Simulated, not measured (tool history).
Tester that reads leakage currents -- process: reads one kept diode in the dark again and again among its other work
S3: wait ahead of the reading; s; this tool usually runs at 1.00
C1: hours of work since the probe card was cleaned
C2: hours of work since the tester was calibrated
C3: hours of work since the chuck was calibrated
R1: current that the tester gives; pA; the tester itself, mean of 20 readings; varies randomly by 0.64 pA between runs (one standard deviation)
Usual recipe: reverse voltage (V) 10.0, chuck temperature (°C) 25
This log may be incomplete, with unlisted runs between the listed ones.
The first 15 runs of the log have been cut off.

run 16 hour=706.7 | reverse_voltage_(V)=10.0 chuck_temperature_(°C)=28 S3=1.00 | C1=1280 C2=1997 C3=343 | R1=291.20
run 17 hour=745.0 | reverse_voltage_(V)=10.0 chuck_temperature_(°C)=28 S3=1.00 | C1=1299 C2=2015 C3=362 | R1=292.37
run 18 hour=774.7 | reverse_voltage_(V)=10.0 chuck_temperature_(°C)=28 S3=1.00 | C1=1313 C2=2030 C3=376 | R1=291.88
run 19 hour=829.6 | reverse_voltage_(V)=10.0 chuck_temperature_(°C)=28 S3=1.00 | C1=1340 C2=2057 C3=403 | R1=292.39
run 20 hour=890.0 | reverse_voltage_(V)=15.6 chuck_temperature_(°C)=28 S3=1.00 | C1=1369 C2=2086 C3=432 | R1=353.94
run 21 hour=920.5 | reverse_voltage_(V)=15.6 chuck_temperature_(°C)=28 S3=1.00 | C1=1384 C2=2101 C3=447 | R1=354.51
run 22 hour=960.0 | reverse_voltage_(V)=10.0 chuck_temperature_(°C)=20 S3=7.63 | C1=1403 C2=2120 C3=466 | R1=143.99
run 23 hour=1019.6 | reverse_voltage_(V)=10.0 chuck_temperature_(°C)=20 S3=7.63 | C1=1432 C2=2149 C3=495 | R1=144.35
-- hour=1027.2 tester calibrated
run 24 hour=1058.9 | reverse_voltage_(V)=14.3 chuck_temperature_(°C)=42 S3=2.08 | C1=1451 C2=15 C3=514 | R1=1098.45
run 25 hour=1118.9 | reverse_voltage_(V)=14.3 chuck_temperature_(°C)=42 S3=2.08 | C1=1480 C2=45 C3=543 | R1=1106.22
run 26 hour=1173.9 | reverse_voltage_(V)=1.8 chuck_temperature_(°C)=57 S3=5.45 | C1=1506 C2=71 C3=569 | R1=1440.43
run 27 hour=1209.7 | reverse_voltage_(V)=7.9 chuck_temperature_(°C)=25 S3=1.00 | C1=1524 C2=89 C3=587 | R1=206.70
run 28 hour=1269.5 | reverse_voltage_(V)=1.8 chuck_temperature_(°C)=25 S3=6.92 | C1=1553 C2=118 C3=616 | R1=108.67
run 29 hour=1332.6 | reverse_voltage_(V)=1.8 chuck_temperature_(°C)=24 S3=1.02 | C1=1583 C2=148 C3=646 | R1=100.37
run 30 hour=1367.9 | reverse_voltage_(V)=17.7 chuck_temperature_(°C)=59 S3=5.06 | C1=1601 C2=166 C3=664 | R1=4408.29
-- hour=1416.2 tester calibrated, once more
run 31 hour=1419.5 | reverse_voltage_(V)=10.0 chuck_temperature_(°C)=25 S3=5.77 | C1=1625 C2=2 C3=688 | R1=224.63
run 32 hour=1467.1 | reverse_voltage_(V)=12.7 chuck_temperature_(°C)=21 S3=1.38 | C1=1648 C2=25 C3=711 | R1=177.13
run 33 hour=1505.5 | reverse_voltage_(V)=13.0 chuck_temperature_(°C)=36 S3=7.84 | C1=1667 C2=43 C3=729 | R1=639.46
run 34 hour=1545.3 | reverse_voltage_(V)=9.7 chuck_temperature_(°C)=36 S3=0.94 | C1=1686 C2=63 C3=749 | R1=564.46
run 35 hour=1595.9 | reverse_voltage_(V)=4.0 chuck_temperature_(°C)=47 S3=0.47 | C1=1710 C2=87 C3=773 | R1=933.81
run 36 hour=1639.0 | reverse_voltage_(V)=4.0 chuck_temperature_(°C)=47 S3=0.47 | C1=1731 C2=108 C3=794 | R1=933.10
run 37 hour=1677.1 | reverse_voltage_(V)=4.7 chuck_temperature_(°C)=29 S3=1.01 | C1=1750 C2=127 C3=813 | R1=230.27

5 options for the next run, each taken on its own from the tool as it stands now. Forecast them:
run A hour=1733.9 | reverse_voltage_(V)=18.9 chuck_temperature_(°C)=30 S3=0.56 | C1=1778 C2=154 C3=841 | R1=?
run B hour=1733.9 | reverse_voltage_(V)=10.0 chuck_temperature_(°C)=25 S3=6.98 | C1=1778 C2=154 C3=841 | R1=?
run C hour=1733.9 | reverse_voltage_(V)=10.0 chuck_temperature_(°C)=25 S3=2.32 | C1=1778 C2=154 C3=841 | R1=?
run D hour=1733.9 | reverse_voltage_(V)=1.1 chuck_temperature_(°C)=44 S3=0.76 | C1=1778 C2=154 C3=841 | R1=?
run E hour=1733.9 | reverse_voltage_(V)=4.7 chuck_temperature_(°C)=29 S3=1.49 | C1=1778 C2=154 C3=841 | R1=?

run=A R1=462.67
run=B R1=225.88
run=C R1=227.29
run=D R1=427.90
run=E R1=231.34
Had the tool no hidden state, the same runs would have come out as:
run=A R1=434.13
run=B R1=211.17
run=C R1=212.50
run=D R1=412.52
run=E R1=219.79
